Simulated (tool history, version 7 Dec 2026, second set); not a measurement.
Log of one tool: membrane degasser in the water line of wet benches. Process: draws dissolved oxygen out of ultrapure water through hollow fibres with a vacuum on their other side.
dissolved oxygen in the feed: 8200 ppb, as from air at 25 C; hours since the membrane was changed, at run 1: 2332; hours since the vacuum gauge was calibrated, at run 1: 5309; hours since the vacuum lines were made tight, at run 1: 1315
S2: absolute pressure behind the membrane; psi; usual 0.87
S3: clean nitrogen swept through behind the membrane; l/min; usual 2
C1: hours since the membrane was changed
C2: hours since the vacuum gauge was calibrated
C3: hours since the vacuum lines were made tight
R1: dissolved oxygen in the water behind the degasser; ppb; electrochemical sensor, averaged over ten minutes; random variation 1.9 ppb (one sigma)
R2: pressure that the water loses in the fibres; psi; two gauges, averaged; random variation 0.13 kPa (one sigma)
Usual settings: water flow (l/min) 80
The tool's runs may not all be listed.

run 1 day=0 | water_flow_(l/min)=80 S2=0.87 S3=2 | C1=2332 C2=5309 C3=1315 | R1=224.1 R2=4.519
run 2 day=1.538 | water_flow_(l/min)=80 S2=0.555 S3=2 | C1=2369 C2=5345 C3=1352 | R1=55 R2=4.528
run 3 day=4.071 | water_flow_(l/min)=80 S2=0.87 S3=2 | C1=2430 C2=5406 C3=1412 | R1=222.4 R2=4.508
run 4 day=6.167 | water_flow_(l/min)=80 S2=0.87 S3=2 | C1=2480 C2=5457 C3=1463 | R1=218.4 R2=4.502
run 5 day=8.388 | water_flow_(l/min)=80 S2=0.87 S3=2 | C1=2533 C2=5510 C3=1516 | R1=225.2 R2=4.508
run 6 day=9.9 | water_flow_(l/min)=80 S2=0.87 S3=2 | C1=2570 C2=5546 C3=1552 | R1=222 R2=4.479
run 7 day=11.804 | water_flow_(l/min)=80 S2=0.87 S3=2 | C1=2615 C2=5592 C3=1598 | R1=224.4 R2=4.49
run 8 day=13.667 | water_flow_(l/min)=80 S2=0.87 S3=2 | C1=2660 C2=5637 C3=1643 | R1=223.9 R2=4.469
run 9 day=15.221 | water_flow_(l/min)=80 S2=0.87 S3=1.13 | C1=2697 C2=5674 C3=1680 | R1=339 R2=4.473
run 10 day=16.871 | water_flow_(l/min)=56 S2=0.87 S3=1.13 | C1=2737 C2=5713 C3=1720 | R1=258.7 R2=3.134
run 11 day=18.658 | water_flow_(l/min)=56 S2=0.87 S3=1.13 | C1=2780 C2=5756 C3=1763 | R1=257 R2=3.073
run 12 day=21.192 | water_flow_(l/min)=68 S2=0.87 S3=1.13 | C1=2841 C2=5817 C3=1823 | R1=304.2 R2=3.791
run 13 day=22.379 | water_flow_(l/min)=68 S2=0.87 S3=1.13 | C1=2869 C2=5846 C3=1852 | R1=301.6 R2=3.825
run 14 day=24.179 | water_flow_(l/min)=80 S2=1.242 S3=2 | C1=2912 C2=5889 C3=1895 | R1=415.3 R2=4.434
run 15 day=26.558 | water_flow_(l/min)=80 S2=1.242 S3=2 | C1=2969 C2=5946 C3=1952 | R1=416 R2=4.399
run 16 day=29.125 | water_flow_(l/min)=80 S2=1.242 S3=2 | C1=3031 C2=6008 C3=2014 | R1=419.5 R2=4.408
run 17 day=31.262 | water_flow_(l/min)=81 S2=1.865 S3=2 | C1=3082 C2=6059 C3=2065 | R1=718 R2=4.438
run 18 day=32.812 | water_flow_(l/min)=114 S2=1.276 S3=1.03 | C1=3119 C2=6096 C3=2102 | R1=875.1 R2=6.242
-- day=33.008 gauge calibrated
run 19 day=34.312 | water_flow_(l/min)=80 S2=0.87 S3=1.82 | C1=3155 C2=6132 C3=2138 | R1=244.7 R2=4.514
run 20 day=36.754 | water_flow_(l/min)=111 S2=1.93 S3=1.37 | C1=3214 C2=6191 C3=2197 | R1=1236.6 R2=6.261
run 21 day=38.9 | water_flow_(l/min)=111 S2=1.93 S3=1.37 | C1=3266 C2=6242 C3=2248 | R1=1237.9 R2=6.27
run 22 day=40.896 | water_flow_(l/min)=105 S2=1.652 S3=2 | C1=3313 C2=6290 C3=2296 | R1=769.3 R2=5.887
run 23 day=42.854 | water_flow_(l/min)=105 S2=1.652 S3=2 | C1=3360 C2=6337 C3=2343 | R1=776.8 R2=5.883
run 24 day=44.462 | water_flow_(l/min)=105 S2=1.652 S3=2 | C1=3399 C2=6376 C3=2382 | R1=779.7 R2=5.909
run 25 day=47.012 | water_flow_(l/min)=89 S2=0.564 S3=2.5 | C1=3460 C2=6437 C3=2443 | R1=57.3 R2=4.983
run 26 day=49.662 | water_flow_(l/min)=89 S2=0.564 S3=2.5 | C1=3524 C2=6501 C3=2507 | R1=58.1 R2=4.972
run 27 day=50.921 | water_flow_(l/min)=60 S2=0.87 S3=1.2 | C1=3554 C2=6531 C3=2537 | R1=261 R2=3.339
run 28 day=52.179 | water_flow_(l/min)=60 S2=0.87 S3=1.2 | C1=3584 C2=6561 C3=2567 | R1=259.8 R2=3.334
run 29 day=53.529 | water_flow_(l/min)=60 S2=0.87 S3=1.2 | C1=3617 C2=6593 C3=2599 | R1=261.8 R2=3.359
run 30 day=55.542 | water_flow_(l/min)=64 S2=1.771 S3=2 | C1=3665 C2=6642 C3=2648 | R1=563.1 R2=3.533
run 31 day=57.483 | water_flow_(l/min)=80 S2=0.862 S3=4.09 | C1=3711 C2=6688 C3=2694 | R1=123.5 R2=4.412

4 ways to go on from here, each from the tool as it stands after run 31. What would each give?
run A day=59.592 | water_flow_(l/min)=100 S2=1.125 S3=3.04 | C1=3762 C2=6739 C3=2745 | R1=? R2=?
run B day=59.592 | water_flow_(l/min)=80 S2=0.573 S3=1.6 | C1=3762 C2=6739 C3=2745 | R1=? R2=?
run C day=59.592 | water_flow_(l/min)=81 S2=0.87 S3=3.62 | C1=3762 C2=6739 C3=2745 | R1=? R2=?
run D day=59.592 | water_flow_(l/min)=92 S2=1.34 S3=4.09 | C1=3762 C2=6739 C3=2745 | R1=? R2=?

run=A R1=317.5 R2=5.509
run=B R1=75.6 R2=4.406
run=C R1=141.9 R2=4.48
run=D R1=297.5 R2=5.089
Without the tool's hidden state the same runs would have given:
run=A R1=317.2 R2=5.642
run=B R1=75.4 R2=4.514
run=C R1=141.7 R2=4.589
run=D R1=297.4 R2=5.213

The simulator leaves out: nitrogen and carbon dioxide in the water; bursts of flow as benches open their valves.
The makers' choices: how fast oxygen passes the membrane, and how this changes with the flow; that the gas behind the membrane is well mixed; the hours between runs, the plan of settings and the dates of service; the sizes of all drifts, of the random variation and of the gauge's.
